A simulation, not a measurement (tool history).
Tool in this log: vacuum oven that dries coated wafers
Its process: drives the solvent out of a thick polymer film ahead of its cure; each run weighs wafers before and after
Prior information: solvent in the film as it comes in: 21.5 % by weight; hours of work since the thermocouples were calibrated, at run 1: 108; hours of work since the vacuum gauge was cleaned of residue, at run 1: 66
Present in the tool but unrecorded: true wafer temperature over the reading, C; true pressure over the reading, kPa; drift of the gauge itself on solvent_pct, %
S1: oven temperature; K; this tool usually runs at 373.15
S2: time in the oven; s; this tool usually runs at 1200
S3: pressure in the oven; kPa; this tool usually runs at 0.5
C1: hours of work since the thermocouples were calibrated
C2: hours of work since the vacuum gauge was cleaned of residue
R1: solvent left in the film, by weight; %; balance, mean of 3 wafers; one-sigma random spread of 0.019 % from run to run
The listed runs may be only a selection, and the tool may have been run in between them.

{"run": 1, "hour": 0.0, "S1": 373.15, "S2": 1200, "S3": 0.5, "C1": 108, "C2": 66, "R1": 3}
{"run": 2, "hour": 21.8, "S1": 373.15, "S2": 1200, "S3": 0.5, "C1": 120, "C2": 79, "R1": 2.99}
{"run": 3, "hour": 63.7, "S1": 373.15, "S2": 1200, "S3": 0.5, "C1": 144, "C2": 103, "R1": 3.03}
{"run": 4, "hour": 92.0, "S1": 373.15, "S2": 1200, "S3": 0.5, "C1": 161, "C2": 119, "R1": 3}
{"run": 5, "hour": 124.2, "S1": 373.15, "S2": 1200, "S3": 0.5, "C1": 179, "C2": 138, "R1": 3.01}
{"run": 6, "hour": 172.4, "S1": 373.15, "S2": 1200, "S3": 0.5, "C1": 207, "C2": 166, "R1": 3.06}
{"run": 7, "hour": 216.3, "S1": 373.15, "S2": 1200, "S3": 0.5, "C1": 232, "C2": 191, "R1": 3.01}
{"run": 8, "hour": 265.9, "S1": 375.15, "S2": 1200, "S3": 0.27, "C1": 261, "C2": 220, "R1": 2.52}
{"run": 9, "hour": 295.2, "S1": 375.15, "S2": 660, "S3": 0.595, "C1": 278, "C2": 237, "R1": 6.04}
{"run": 10, "hour": 341.5, "S1": 375.15, "S2": 840, "S3": 0.595, "C1": 305, "C2": 263, "R1": 4.56}
{"run": 11, "hour": 382.4, "S1": 375.15, "S2": 840, "S3": 0.595, "C1": 328, "C2": 287, "R1": 4.57}
{"run": 12, "hour": 409.7, "S1": 384.15, "S2": 2040, "S3": 0.5, "C1": 344, "C2": 303, "R1": 0.23}
{"run": 13, "hour": 441.7, "S1": 384.15, "S2": 2040, "S3": 0.5, "C1": 362, "C2": 321, "R1": 0.2}
{"run": 14, "hour": 486.9, "S1": 384.15, "S2": 2040, "S3": 0.5, "C1": 388, "C2": 347, "R1": 0.2}

3 ways to go on from here, each from the tool as it stands after run 14. What would each give?
{"run": "A", "hour": 522.0, "S1": 383.15, "S2": 1380, "S3": 1.464, "C1": 409, "C2": 368, "R1": "?"}
{"run": "B", "hour": 522.0, "S1": 384.15, "S2": 1560, "S3": 0.276, "C1": 409, "C2": 368, "R1": "?"}
{"run": "C", "hour": 522.0, "S1": 360.15, "S2": 1500, "S3": 0.415, "C1": 409, "C2": 368, "R1": "?"}

run=A R1=0.93
run=B R1=0.42
run=C R1=5.31
Without the tool's unlogged condition, the same runs would have read:
run=A R1=0.93
run=B R1=0.42
run=C R1=5.3
